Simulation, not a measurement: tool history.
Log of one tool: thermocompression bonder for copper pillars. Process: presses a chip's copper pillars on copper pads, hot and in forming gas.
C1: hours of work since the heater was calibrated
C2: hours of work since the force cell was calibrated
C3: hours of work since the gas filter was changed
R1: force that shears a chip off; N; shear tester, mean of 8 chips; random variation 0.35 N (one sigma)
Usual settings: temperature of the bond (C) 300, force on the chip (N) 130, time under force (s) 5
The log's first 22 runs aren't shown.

Run 23, hour 341.8: usual settings but force on the chip (N) 140, time under force (s) 3; C1 360; C2 852; C3 144. Result: R1 41.4 N.
At hour 362.3: forming gas filter changed.
Run 24, hour 362.8: usual settings but temperature of the bond (C) 279, force on the chip (N) 142, time under force (s) 3; C1 376; C2 867; C3 0. Result: R1 29.7 N.
Run 25, hour 380.7: usual settings but force on the chip (N) 149; C1 389; C2 881; C3 14. Result: R1 51.7 N.
Run 26, hour 401.6: usual settings but force on the chip (N) 149; C1 405; C2 897; C3 30. Result: R1 52.6 N.
Run 27, hour 412.4: usual settings but force on the chip (N) 149; C1 414; C2 905; C3 38. Result: R1 51.5 N.
Run 28, hour 422.2: usual settings but force on the chip (N) 149; C1 421; C2 913; C3 46. Result: R1 51.3 N.
Run 29, hour 436: usual settings but force on the chip (N) 149; C1 432; C2 923; C3 56. Result: R1 51.8 N.
Run 30, hour 456.5: usual settings but time under force (s) 3; C1 447; C2 939; C3 72. Result: R1 40.2 N.
Run 31, hour 470.9: usual settings but temperature of the bond (C) 273, force on the chip (N) 116, time under force (s) 3; C1 458; C2 950; C3 83. Result: R1 23.6 N.
Run 32, hour 492.2: usual settings but temperature of the bond (C) 292, force on the chip (N) 121, time under force (s) 3; C1 474; C2 966; C3 99. Result: R1 33.9 N.

Forecast each of these 4 alternatives for the next run:
Run A, hour 507.3: usual settings but temperature of the bond (C) 295, force on the chip (N) 138, time under force (s) 3; C1 486; C2 978; C3 111. Result: R1 ?.
Run B, hour 507.3: usual settings but force on the chip (N) 146; C1 486; C2 978; C3 111. Result: R1 ?.
Run C, hour 507.3: usual settings but force on the chip (N) 174; C1 486; C2 978; C3 111. Result: R1 ?.
Run D, hour 507.3: usual settings but temperature of the bond (C) 280, force on the chip (N) 121, time under force (s) 3; C1 486; C2 978; C3 111. Result: R1 ?.

run    R1
  A  38.2
  B  51.2
  C  55.8
  D  27.8
Without the tool's hidden state the same runs would have given:
run    R1
  A  38.2
  B  51.2
  C  55.8
  D  27.8
